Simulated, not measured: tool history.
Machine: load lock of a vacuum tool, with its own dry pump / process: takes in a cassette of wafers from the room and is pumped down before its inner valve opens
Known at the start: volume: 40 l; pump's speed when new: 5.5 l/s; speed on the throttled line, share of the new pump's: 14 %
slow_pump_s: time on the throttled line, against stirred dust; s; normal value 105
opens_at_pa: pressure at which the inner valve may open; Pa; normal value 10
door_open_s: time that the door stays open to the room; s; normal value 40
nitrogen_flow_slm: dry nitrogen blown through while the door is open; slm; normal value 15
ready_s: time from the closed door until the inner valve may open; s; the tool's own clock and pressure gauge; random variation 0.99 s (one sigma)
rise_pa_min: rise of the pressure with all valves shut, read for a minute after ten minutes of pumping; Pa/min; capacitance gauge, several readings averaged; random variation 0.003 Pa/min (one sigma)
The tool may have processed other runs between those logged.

run    hour  slow_pump_s  opens_at_pa  door_open_s  nitrogen_flow_slm  incoming humidity of the room's air, %  ready_s  rise_pa_min
  1       0          105           10           40                 15                                    46.9    157.7        0.169
  2    60.4          105           10           40                 15                                      44    155.9        0.165
  3   102.5          105           10           40                 15                                    47.4    157.9        0.178
  4   171.1          105           10           40                 15                                    45.2    156.7        0.177
  5   243.9          105           10           40                 15                                    43.9    158.9         0.18
  6   283.2          105           10           40                 23                                    45.5    159.4        0.179
  7     361          105           10           40                 15                                    43.1    158.6        0.191
  8   401.1          105           10           40                 15                                    48.1    159.1        0.197
  9   447.8          105           10           40                 15                                    46.7    158.1        0.202
 10   510.2          105           10           40                 15                                    44.2    157.5          0.2
 11   574.2          105           10           40                 15                                    47.4    160.1        0.204
 12   627.8          105           10           40                 15                                    46.3    158.4         0.22
 13   706.1          105           10           26                 15                                    43.8    160.1        0.216
 14   781.8          105           10           40                 15                                    45.6    159.7        0.233
 15   873.8          105           10           40                 15                                    46.7    158.1        0.243
 16   956.2          105           10           40                 15                                    46.2    157.8        0.242
 17  1014.5          105           10           40                 10                                    43.9    158.7        0.255
 18  1104.2          105           10           40                 10                                    42.2    158.5        0.259
 19  1170.5          105           19           40                 10                                      43    154.5        0.271
 20  1241.4          105            8           33                 15                                    44.1    161.7         0.27
 21    1318          105            8           33                 15                                    39.8    160.4         0.27
 22  1374.1           56           12           35                 15                                    44.3    116.8        0.289
 23  1448.1           82           10           49                  8                                    46.9    140.2        0.312
 24  1524.2           64           10          146                 15                                    46.8    124.7        0.335
 25    1581          104           19           48                 13                                    40.1    154.5        0.311
 26  1674.2          105           10           40                 27                                      46    159.3        0.308
 27  1748.9          105            8           55                  9                                    47.1    162.8         0.34
 28  1828.1          105            8           55                  9                                    43.1    159.8        0.348
 29    1911          105            8           55                  9                                    44.8    163.3        0.356
 30  1996.9          105           12           38                  5                                    45.2    158.5        0.365
 31  2062.1          105           12           38                  5                                    42.1    157.4        0.373
 32  2110.4          105           10          234                 15                                      44    160.6        0.408
 33  2156.5          105           10          234                 15                                    43.4      160         0.41
 34  2226.6          105           10           55                 15                                    45.8    159.8        0.383
 35  2271.3          105           10           55                 15                                    44.3    159.1        0.388
 36  2337.1          105           17           40                 15                                    45.8    156.3        0.394

Consider 5 possible next runs. They are alternatives, not a sequence: every one starts from the tool as it was left by run 36. What does each give?
  A  2395.6          105           17           70                  7                                    45.5        ?            ?
  B  2395.6           96           10           39                 40                                    44.5        ?            ?
  C  2395.6          167           10          203                  6                                      43        ?            ?
  D  2395.6           97           13           45                 15                                    43.4        ?            ?
  E  2395.6          105           10          178                  8                                    43.3        ?            ?

run  ready_s  rise_pa_min
  A    157.5        0.427
  B    151.9        0.376
  C    211.4        0.479
  D      152        0.395
  E    160.6        0.459
The same runs, with their run-to-run variation unchanged, on a tool lacking any hidden condition would have given:
run  ready_s  rise_pa_min
  A    154.8        0.065
  B      149        0.016
  C      209        0.115
  D    149.2        0.036
  E    157.8        0.095

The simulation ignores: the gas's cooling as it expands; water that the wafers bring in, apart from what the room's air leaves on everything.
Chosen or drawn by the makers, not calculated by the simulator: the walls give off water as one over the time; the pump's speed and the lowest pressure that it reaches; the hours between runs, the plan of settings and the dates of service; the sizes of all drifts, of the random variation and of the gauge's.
